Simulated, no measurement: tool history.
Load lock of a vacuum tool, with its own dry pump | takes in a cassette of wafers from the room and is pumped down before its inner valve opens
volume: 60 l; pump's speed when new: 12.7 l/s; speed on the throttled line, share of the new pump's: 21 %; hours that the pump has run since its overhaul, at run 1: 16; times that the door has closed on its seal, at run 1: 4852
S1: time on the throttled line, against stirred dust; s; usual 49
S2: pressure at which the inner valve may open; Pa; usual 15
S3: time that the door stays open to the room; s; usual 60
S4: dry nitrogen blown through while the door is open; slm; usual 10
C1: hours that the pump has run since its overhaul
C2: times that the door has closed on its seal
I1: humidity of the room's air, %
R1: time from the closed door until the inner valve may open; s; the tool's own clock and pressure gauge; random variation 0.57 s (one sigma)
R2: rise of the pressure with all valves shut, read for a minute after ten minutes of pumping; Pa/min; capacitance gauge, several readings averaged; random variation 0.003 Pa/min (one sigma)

run 1 day=0.000 | S1=49 S2=15 S3=60 S4=10 | C1=16 C2=4852 | I1=48.3 | R1=80.5 R2=0.042
run 2 day=2.350 | S1=49 S2=15 S3=60 S4=10 | C1=72 C2=5068 | I1=44.5 | R1=80.0 R2=0.040
run 3 day=4.271 | S1=49 S2=15 S3=60 S4=10 | C1=118 C2=5246 | I1=43.3 | R1=79.8 R2=0.046
run 4 day=7.846 | S1=49 S2=15 S3=60 S4=10 | C1=204 C2=5574 | I1=45.5 | R1=79.9 R2=0.049
run 5 day=10.925 | S1=49 S2=15 S3=88 S4=10 | C1=278 C2=5858 | I1=42.2 | R1=79.8 R2=0.053
run 6 day=13.525 | S1=49 S2=15 S3=60 S4=10 | C1=340 C2=6097 | I1=43.4 | R1=79.7 R2=0.048
run 7 day=15.425 | S1=49 S2=15 S3=60 S4=10 | C1=386 C2=6272 | I1=43.6 | R1=80.2 R2=0.046
run 8 day=19.146 | S1=49 S2=15 S3=60 S4=10 | C1=475 C2=6614 | I1=46.5 | R1=79.6 R2=0.051
run 9 day=21.175 | S1=49 S2=15 S3=60 S4=10 | C1=524 C2=6801 | I1=41.2 | R1=80.8 R2=0.056
run 10 day=24.117 | S1=49 S2=15 S3=60 S4=10 | C1=595 C2=7071 | I1=45.2 | R1=80.3 R2=0.053
run 11 day=26.242 | S1=49 S2=15 S3=60 S4=10 | C1=646 C2=7267 | I1=45.0 | R1=80.2 R2=0.055
run 12 day=29.792 | S1=49 S2=15 S3=60 S4=10 | C1=731 C2=7593 | I1=46.6 | R1=79.5 R2=0.058
run 13 day=32.158 | S1=49 S2=15 S3=60 S4=10 | C1=788 C2=7811 | I1=47.4 | R1=79.9 R2=0.058
run 14 day=34.804 | S1=49 S2=15 S3=60 S4=10 | C1=851 C2=8054 | I1=47.5 | R1=79.7 R2=0.058
run 15 day=37.908 | S1=49 S2=15 S3=60 S4=10 | C1=925 C2=8340 | I1=44.4 | R1=80.4 R2=0.057
run 16 day=41.421 | S1=49 S2=15 S3=60 S4=12 | C1=1010 C2=8663 | I1=44.7 | R1=80.7 R2=0.062
run 17 day=44.058 | S1=49 S2=15 S3=60 S4=12 | C1=1073 C2=8906 | I1=42.2 | R1=79.4 R2=0.060
run 18 day=45.583 | S1=49 S2=15 S3=60 S4=12 | C1=1110 C2=9046 | I1=43.8 | R1=81.2 R2=0.062
run 19 day=48.338 | S1=27 S2=14 S3=60 S4=10 | C1=1176 C2=9299 | I1=44.7 | R1=63.7 R2=0.068
run 20 day=51.588 | S1=25 S2=11 S3=179 S4=10 | C1=1254 C2=9599 | I1=43.1 | R1=63.5 R2=0.097
run 21 day=53.779 | S1=25 S2=11 S3=179 S4=13 | C1=1306 C2=9800 | I1=43.7 | R1=63.7 R2=0.093
run 22 day=56.362 | S1=76 S2=11 S3=32 S4=16 | C1=1368 C2=10038 | I1=41.8 | R1=103.4 R2=0.059
run 23 day=58.238 | S1=49 S2=17 S3=60 S4=10 | C1=1413 C2=10210 | I1=42.6 | R1=80.7 R2=0.069
run 24 day=59.988 | S1=68 S2=11 S3=188 S4=8 | C1=1455 C2=10372 | I1=45.5 | R1=97.6 R2=0.112
run 25 day=63.408 | S1=68 S2=11 S3=49 S4=8 | C1=1538 C2=10686 | I1=47.4 | R1=96.8 R2=0.079
run 26 day=66.638 | S1=49 S2=15 S3=102 S4=10 | C1=1615 C2=10983 | I1=45.0 | R1=80.2 R2=0.090
run 27 day=68.600 | S1=49 S2=28 S3=60 S4=10 | C1=1662 C2=11164 | I1=46.6 | R1=77.1 R2=0.075
run 28 day=71.308 | S1=67 S2=21 S3=72 S4=10 | C1=1727 C2=11413 | I1=45.1 | R1=93.0 R2=0.087
run 29 day=74.950 | S1=67 S2=21 S3=72 S4=10 | C1=1815 C2=11748 | I1=44.7 | R1=92.3 R2=0.083
run 30 day=76.575 | S1=42 S2=15 S3=60 S4=10 | C1=1854 C2=11897 | I1=45.0 | R1=75.7 R2=0.091
run 31 day=78.546 | S1=42 S2=15 S3=60 S4=10 | C1=1901 C2=12079 | I1=44.9 | R1=75.8 R2=0.086
run 32 day=82.112 | S1=42 S2=15 S3=60 S4=10 | C1=1986 C2=12407 | I1=45.6 | R1=75.7 R2=0.088
run 33 day=84.554 | S1=49 S2=11 S3=60 S4=10 | C1=2045 C2=12632 | I1=44.8 | R1=82.2 R2=0.090
run 34 day=86.888 | S1=40 S2=24 S3=60 S4=18 | C1=2101 C2=12846 | I1=48.8 | R1=71.9 R2=0.085
run 35 day=88.529 | S1=40 S2=24 S3=60 S4=18 | C1=2140 C2=12997 | I1=46.6 | R1=72.3 R2=0.091
run 36 day=91.717 | S1=40 S2=24 S3=60 S4=18 | C1=2217 C2=13290 | I1=42.2 | R1=72.3 R2=0.088

The same runs without the tool's hidden state, with the same run-to-run variation:
The hidden state here: pump's speed, % of a new pump's; leak at the door's seal, Pa l/s; drift of the gauge itself on ready_s, %; drift of the gauge itself on rise_pa_min, %.
run=1 R2=0.025
run=2 R2=0.022
run=3 R2=0.028
run=4 R2=0.029
run=5 R2=0.031
run=6 R2=0.026
run=7 R2=0.023
run=8 R2=0.027
run=9 R2=0.030
run=10 R2=0.026
run=11 R2=0.026
run=12 R2=0.027
run=13 R2=0.027
run=14 R2=0.025
run=15 R2=0.023
run=16 R2=0.025
run=17 R2=0.022
run=18 R2=0.023
run=19 R2=0.027
run=20 R2=0.054
run=21 R2=0.049
run=22 R2=0.014
run=23 R2=0.023
run=24 R2=0.065
run=25 R2=0.030
run=26 R2=0.039
run=27 R2=0.023
run=28 R2=0.034
run=29 R2=0.026
run=30 R2=0.033
run=31 R2=0.026
run=32 R2=0.027
run=33 R2=0.026
run=34 R2=0.021
run=35 R2=0.024
run=36 R2=0.018
R1: within 0.4 s of the measured result in every run.

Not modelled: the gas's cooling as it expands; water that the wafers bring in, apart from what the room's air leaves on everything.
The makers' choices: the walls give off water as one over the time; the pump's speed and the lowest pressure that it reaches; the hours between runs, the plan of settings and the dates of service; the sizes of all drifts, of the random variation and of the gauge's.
